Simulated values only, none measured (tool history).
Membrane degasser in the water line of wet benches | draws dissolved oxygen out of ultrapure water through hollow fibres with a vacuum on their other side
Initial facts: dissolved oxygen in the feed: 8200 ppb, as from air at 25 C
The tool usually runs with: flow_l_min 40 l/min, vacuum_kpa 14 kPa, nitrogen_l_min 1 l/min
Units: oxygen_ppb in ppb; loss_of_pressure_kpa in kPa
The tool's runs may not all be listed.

{"run": 1, "hour": 0.0, "flow_l_min": 40, "vacuum_kpa": 14, "nitrogen_l_min": 1, "oxygen_ppb": 803.5, "loss_of_pressure_kpa": 38.32}
{"run": 2, "hour": 39.7, "flow_l_min": 58, "vacuum_kpa": 14, "nitrogen_l_min": 1, "oxygen_ppb": 1053.4, "loss_of_pressure_kpa": 55.08}
{"run": 3, "hour": 94.3, "flow_l_min": 40, "vacuum_kpa": 14, "nitrogen_l_min": 2.6, "oxygen_ppb": 371.1, "loss_of_pressure_kpa": 38.19}
{"run": 4, "hour": 145.4, "flow_l_min": 40, "vacuum_kpa": 14, "nitrogen_l_min": 1, "oxygen_ppb": 801.7, "loss_of_pressure_kpa": 37.98}
{"run": 5, "hour": 177.5, "flow_l_min": 40, "vacuum_kpa": 14, "nitrogen_l_min": 1, "oxygen_ppb": 803, "loss_of_pressure_kpa": 38}
{"run": 6, "hour": 206.4, "flow_l_min": 40, "vacuum_kpa": 14, "nitrogen_l_min": 1, "oxygen_ppb": 803.5, "loss_of_pressure_kpa": 37.95}
{"run": 7, "hour": 262.9, "flow_l_min": 40, "vacuum_kpa": 14, "nitrogen_l_min": 2.73, "oxygen_ppb": 356.2, "loss_of_pressure_kpa": 38.03}
{"run": 8, "hour": 293.7, "flow_l_min": 40, "vacuum_kpa": 14, "nitrogen_l_min": 1, "oxygen_ppb": 803.1, "loss_of_pressure_kpa": 37.8}
{"run": 9, "hour": 347.7, "flow_l_min": 40, "vacuum_kpa": 14, "nitrogen_l_min": 1, "oxygen_ppb": 803.3, "loss_of_pressure_kpa": 38.09}
{"run": 10, "hour": 373.4, "flow_l_min": 40, "vacuum_kpa": 19.1, "nitrogen_l_min": 1, "oxygen_ppb": 1135.6, "loss_of_pressure_kpa": 37.96}
{"run": 11, "hour": 398.2, "flow_l_min": 40, "vacuum_kpa": 19.1, "nitrogen_l_min": 1, "oxygen_ppb": 1135.5, "loss_of_pressure_kpa": 38.09}
{"run": 12, "hour": 422.4, "flow_l_min": 40, "vacuum_kpa": 19.1, "nitrogen_l_min": 1, "oxygen_ppb": 1136, "loss_of_pressure_kpa": 38.01}
{"run": 13, "hour": 478.9, "flow_l_min": 40, "vacuum_kpa": 19.1, "nitrogen_l_min": 1, "oxygen_ppb": 1137.2, "loss_of_pressure_kpa": 38.05}
{"run": 14, "hour": 516.2, "flow_l_min": 40, "vacuum_kpa": 14, "nitrogen_l_min": 1.64, "oxygen_ppb": 546.3, "loss_of_pressure_kpa": 37.99}
{"run": 15, "hour": 555.5, "flow_l_min": 40, "vacuum_kpa": 16.5, "nitrogen_l_min": 0.41, "oxygen_ppb": 1735.3, "loss_of_pressure_kpa": 38.06}
{"run": 16, "hour": 598.1, "flow_l_min": 40, "vacuum_kpa": 16.5, "nitrogen_l_min": 0.41, "oxygen_ppb": 1731.1, "loss_of_pressure_kpa": 38.18}
{"run": 17, "hour": 636.7, "flow_l_min": 40, "vacuum_kpa": 10.2, "nitrogen_l_min": 1.13, "oxygen_ppb": 490.1, "loss_of_pressure_kpa": 38.15}
{"run": 18, "hour": 670.5, "flow_l_min": 48, "vacuum_kpa": 32.6, "nitrogen_l_min": 1, "oxygen_ppb": 2146.5, "loss_of_pressure_kpa": 45.37}
{"run": 19, "hour": 699.4, "flow_l_min": 38, "vacuum_kpa": 21.9, "nitrogen_l_min": 1, "oxygen_ppb": 1260, "loss_of_pressure_kpa": 36.06}
{"run": 20, "hour": 748.1, "flow_l_min": 40, "vacuum_kpa": 12.8, "nitrogen_l_min": 1.37, "oxygen_ppb": 565.4, "loss_of_pressure_kpa": 38.06}
{"run": 21, "hour": 775.3, "flow_l_min": 59, "vacuum_kpa": 30.4, "nitrogen_l_min": 2.67, "oxygen_ppb": 1171.5, "loss_of_pressure_kpa": 55.82}
{"run": 22, "hour": 819.3, "flow_l_min": 27, "vacuum_kpa": 30.4, "nitrogen_l_min": 1.38, "oxygen_ppb": 1054.8, "loss_of_pressure_kpa": 25.55}
{"run": 23, "hour": 874.8, "flow_l_min": 54, "vacuum_kpa": 14, "nitrogen_l_min": 1.31, "oxygen_ppb": 829.5, "loss_of_pressure_kpa": 51.43}
{"run": 24, "hour": 925.1, "flow_l_min": 61, "vacuum_kpa": 14, "nitrogen_l_min": 0.43, "oxygen_ppb": 1785.8, "loss_of_pressure_kpa": 58.36}
{"run": 25, "hour": 979.3, "flow_l_min": 60, "vacuum_kpa": 12.6, "nitrogen_l_min": 0.43, "oxygen_ppb": 1572.8, "loss_of_pressure_kpa": 57.49}
{"run": 26, "hour": 1031.1, "flow_l_min": 45, "vacuum_kpa": 18.8, "nitrogen_l_min": 0.57, "oxygen_ppb": 1757.5, "loss_of_pressure_kpa": 42.52}
{"run": 27, "hour": 1086.8, "flow_l_min": 40, "vacuum_kpa": 14, "nitrogen_l_min": 0.66, "oxygen_ppb": 1077.3, "loss_of_pressure_kpa": 38}
{"run": 28, "hour": 1141.9, "flow_l_min": 40, "vacuum_kpa": 14, "nitrogen_l_min": 0.66, "oxygen_ppb": 1079.8, "loss_of_pressure_kpa": 37.59}

Each row is a separate what-if for the run after 28, all from the same tool condition, not one after another. Results?
{"run": "A", "hour": 1180.6, "flow_l_min": 26, "vacuum_kpa": 10.1, "nitrogen_l_min": 1.58, "oxygen_ppb": "?", "loss_of_pressure_kpa": "?"}
{"run": "B", "hour": 1180.6, "flow_l_min": 31, "vacuum_kpa": 14, "nitrogen_l_min": 0.81, "oxygen_ppb": "?", "loss_of_pressure_kpa": "?"}
{"run": "C", "hour": 1180.6, "flow_l_min": 40, "vacuum_kpa": 20.4, "nitrogen_l_min": 0.66, "oxygen_ppb": "?", "loss_of_pressure_kpa": "?"}
{"run": "D", "hour": 1180.6, "flow_l_min": 43, "vacuum_kpa": 23, "nitrogen_l_min": 1, "oxygen_ppb": "?", "loss_of_pressure_kpa": "?"}
{"run": "E", "hour": 1180.6, "flow_l_min": 40, "vacuum_kpa": 19.2, "nitrogen_l_min": 0.49, "oxygen_ppb": "?", "loss_of_pressure_kpa": "?"}

run=A oxygen_ppb=253.3 loss_of_pressure_kpa=24.63
run=B oxygen_ppb=774.5 loss_of_pressure_kpa=29.39
run=C oxygen_ppb=1614.6 loss_of_pressure_kpa=37.91
run=D oxygen_ppb=1444.2 loss_of_pressure_kpa=40.68
run=E oxygen_ppb=1825 loss_of_pressure_kpa=38.04
The same runs, with their run-to-run variation unchanged, on a tool lacking any hidden condition would have given:
run=A oxygen_ppb=253.2 loss_of_pressure_kpa=24.63
run=B oxygen_ppb=774.3 loss_of_pressure_kpa=29.39
run=C oxygen_ppb=1614.5 loss_of_pressure_kpa=37.9
run=D oxygen_ppb=1444 loss_of_pressure_kpa=40.67
run=E oxygen_ppb=1824.9 loss_of_pressure_kpa=38.03
